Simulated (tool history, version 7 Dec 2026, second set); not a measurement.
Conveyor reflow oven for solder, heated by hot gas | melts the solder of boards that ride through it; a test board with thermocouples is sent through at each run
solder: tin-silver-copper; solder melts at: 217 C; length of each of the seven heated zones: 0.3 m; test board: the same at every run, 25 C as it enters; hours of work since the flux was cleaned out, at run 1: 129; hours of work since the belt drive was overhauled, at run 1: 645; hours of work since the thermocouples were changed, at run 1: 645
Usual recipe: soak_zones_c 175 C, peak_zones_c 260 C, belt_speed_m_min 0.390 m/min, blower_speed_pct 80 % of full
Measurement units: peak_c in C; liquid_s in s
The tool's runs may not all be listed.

run,hour,soak_zones_c,peak_zones_c,belt_speed_m_min,blower_speed_pct,hours of work since the flux was cleaned out,hours of work since the belt drive was overhauled,hours of work since the thermocouples were changed,peak_c,liquid_s
1,0.0,175,260,0.390,80,129,645,645,242.0,58.7
2,18.8,175,260,0.390,80,142,658,658,241.7,59.9
3,53.1,175,260,0.390,80,167,682,682,241.6,58.1
4,72.4,175,260,0.390,80,180,696,696,241.9,58.5
5,92.3,175,260,0.422,80,195,710,710,239.1,49.6
6,113.6,175,260,0.422,80,210,726,726,238.6,49.4
7,136.2,175,256,0.422,80,226,742,742,235.6,45.3
8,167.2,175,260,0.390,72,248,764,764,239.9,55.7
9,194.1,175,250,0.390,72,267,783,783,231.5,42.8
# hour 214.6: flux residue cleaned out of gas plates and filters
10,218.9,180,250,0.390,81,3,797,797,234.9,53.3
11,237.6,180,250,0.390,81,16,810,810,234.3,53.2
12,267.4,166,250,0.411,65,38,832,832,227.6,29.7
13,285.6,175,251,0.434,75,51,845,845,230.9,36.5
14,317.7,164,270,0.434,75,74,868,868,243.5,49.1
15,341.2,164,263,0.434,75,90,884,884,237.8,41.9
16,369.7,165,260,0.392,80,111,905,905,239.9,51.7
17,403.7,165,260,0.392,80,135,929,929,239.5,51.9
18,424.3,163,266,0.392,55,150,944,944,238.8,48.2

Here are 3 independent what-if runs from the current tool condition. What would each one return?
A,439.8,175,256,0.362,89,161,955,955,?,?
B,439.8,186,260,0.351,80,161,955,955,?,?
C,439.8,163,266,0.379,57,161,955,955,?,?

run,peak_c,liquid_s
A,241.0,64.7
B,246.0,79.3
C,241.1,52.8
Stripped of hidden state, with their random variation kept, the same runs would have yielded:
run,peak_c,liquid_s
A,244.0,67.7
B,249.0,81.3
C,244.0,55.8
